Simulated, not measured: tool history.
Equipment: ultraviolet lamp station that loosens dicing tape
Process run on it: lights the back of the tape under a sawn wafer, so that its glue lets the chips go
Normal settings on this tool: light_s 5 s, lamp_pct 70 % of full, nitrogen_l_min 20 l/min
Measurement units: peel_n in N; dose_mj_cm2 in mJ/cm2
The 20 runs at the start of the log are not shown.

run     day  light_s  lamp_pct  nitrogen_l_min  peel_n  dose_mj_cm2
 21  13.258        3        70              20   1.046          196
 22  14.038        2        72              29   1.445          133
 23    14.9        5        85               8   0.509          393
 24  15.338        7        93              12   0.191          600
 25  15.708        8        73              20   0.161          535
 26   16.25        5        70               7   0.802          321
 27  16.871        5        84               7   0.593          388
 28  17.471        5        84               7   0.595          389
 29  18.112        5        84               7   0.602          387
 30  19.008        8        64              20   0.208          470
 31  19.904        8        64              20   0.199          468
 32  20.462        8        64              20   0.192          468
 33  21.371        4        93               6   0.796          342
 34  22.092        4        93               6   0.793          340
 35  22.608        4        93               6   0.786          338
 36  23.338        2        73              25   1.465          138
 37  23.912        2        69              13   2.083          125
 38  24.296        2        69              13   2.023          128
 39  25.117        2        69              13   1.997          126
 40  25.708        4        65              14   0.863          240
 41  26.383        4        65              14   0.873          238

The next listed run, before its measurement:
 42  27.083        4        70              35       ?            ?

peel_n: 0.459 N
dose_mj_cm2: 255 mJ/cm2
If the tool had no hidden condition, the same run with the same run-to-run variation would have returned peel_n 0.456 N, dose_mj_cm2 256 mJ/cm2.

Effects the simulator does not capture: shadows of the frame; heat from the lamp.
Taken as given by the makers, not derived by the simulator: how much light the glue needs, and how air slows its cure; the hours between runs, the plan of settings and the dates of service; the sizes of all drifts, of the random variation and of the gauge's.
